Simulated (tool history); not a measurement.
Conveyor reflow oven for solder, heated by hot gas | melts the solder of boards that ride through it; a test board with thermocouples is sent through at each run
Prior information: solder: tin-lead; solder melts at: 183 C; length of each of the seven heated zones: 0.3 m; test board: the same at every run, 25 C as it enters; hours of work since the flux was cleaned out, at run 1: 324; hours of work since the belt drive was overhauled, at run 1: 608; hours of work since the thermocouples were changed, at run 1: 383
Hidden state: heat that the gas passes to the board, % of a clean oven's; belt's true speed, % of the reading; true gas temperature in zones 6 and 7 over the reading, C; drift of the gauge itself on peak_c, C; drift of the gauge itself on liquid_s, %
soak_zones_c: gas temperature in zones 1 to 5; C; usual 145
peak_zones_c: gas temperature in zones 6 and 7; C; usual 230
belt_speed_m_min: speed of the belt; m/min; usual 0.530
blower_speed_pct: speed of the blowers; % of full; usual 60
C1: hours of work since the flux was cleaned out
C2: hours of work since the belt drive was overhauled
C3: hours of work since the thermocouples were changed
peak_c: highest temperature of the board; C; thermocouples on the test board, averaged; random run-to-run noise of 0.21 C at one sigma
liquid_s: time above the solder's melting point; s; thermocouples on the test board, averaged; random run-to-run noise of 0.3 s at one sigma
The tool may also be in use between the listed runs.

Run 1, day 0.000: usual settings; C1 324; C2 608; C3 383. Result: peak_c 214.1 C, liquid_s 52.1 s.
Run 2, day 1.750: usual settings but soak_zones_c 141 C; C1 345; C2 630; C3 404. Result: peak_c 213.7 C, liquid_s 49.2 s.
Run 3, day 3.708: usual settings; C1 369; C2 654; C3 428. Result: peak_c 214.6 C, liquid_s 51.8 s.
At day 5.600: flux residue cleaned out of gas plates and filters.
Run 4, day 7.675: usual settings but blower_speed_pct 66 % of full; C1 25; C2 700; C3 474. Result: peak_c 217.4 C, liquid_s 54.6 s.
Run 5, day 11.208: usual settings but blower_speed_pct 84 % of full; C1 69; C2 743; C3 517. Result: peak_c 220.5 C, liquid_s 57.2 s.
Run 6, day 12.971: usual settings but blower_speed_pct 84 % of full; C1 90; C2 765; C3 539. Result: peak_c 220.7 C, liquid_s 57.5 s.
Run 7, day 16.738: usual settings but blower_speed_pct 84 % of full; C1 136; C2 811; C3 585. Result: peak_c 220.5 C, liquid_s 57.5 s.
At day 17.517: belt drive overhauled, speed set with a stopwatch.
Run 8, day 19.088: usual settings but soak_zones_c 131 C, peak_zones_c 241 C, blower_speed_pct 74 % of full; C1 163; C2 19; C3 612. Result: peak_c 225.5 C, liquid_s 53.2 s.
At day 20.004: thermocouples of zones 6 and 7 changed.
Run 9, day 21.325: usual settings but soak_zones_c 131 C, peak_zones_c 241 C, blower_speed_pct 74 % of full; C1 190; C2 46; C3 16. Result: peak_c 222.8 C, liquid_s 51.8 s.
Run 10, day 24.142: usual settings but soak_zones_c 131 C, peak_zones_c 241 C, blower_speed_pct 74 % of full; C1 224; C2 80; C3 51. Result: peak_c 222.9 C, liquid_s 52.4 s.
Run 11, day 25.908: usual settings but soak_zones_c 131 C, peak_zones_c 241 C, belt_speed_m_min 0.590 m/min, blower_speed_pct 74 % of full; C1 246; C2 102; C3 72. Result: peak_c 219.1 C, liquid_s 44.3 s.

Below are 5 alternative next runs, each starting from the tool's condition after run 11. Predict each:
Run A, day 28.562: usual settings but peak_zones_c 220 C, blower_speed_pct 72 % of full; C1 278; C2 134; C3 105. Result: peak_c ?, liquid_s ?.
Run B, day 28.562: usual settings but soak_zones_c 133 C, peak_zones_c 225 C, belt_speed_m_min 0.458 m/min, blower_speed_pct 74 % of full; C1 278; C2 134; C3 105. Result: peak_c ?, liquid_s ?.
Run C, day 28.562: usual settings but soak_zones_c 131 C, peak_zones_c 236 C, belt_speed_m_min 0.590 m/min, blower_speed_pct 74 % of full; C1 278; C2 134; C3 105. Result: peak_c ?, liquid_s ?.
Run D, day 28.562: usual settings but soak_zones_c 131 C, belt_speed_m_min 0.446 m/min; C1 278; C2 134; C3 105. Result: peak_c ?, liquid_s ?.
Run E, day 28.562: usual settings but peak_zones_c 241 C, belt_speed_m_min 0.541 m/min, blower_speed_pct 90 % of full; C1 278; C2 134; C3 105. Result: peak_c ?, liquid_s ?.

run  peak_c  liquid_s
  A   207.4      45.5
  B   214.0      55.4
  C   214.9      41.7
  D   215.7      57.7
  E   227.2      58.3
What these runs would have given with no unlogged condition in the tool:
run  peak_c  liquid_s
  A   208.0      46.3
  B   214.6      56.1
  C   216.1      42.6
  D   216.3      58.2
  E   228.1      58.5
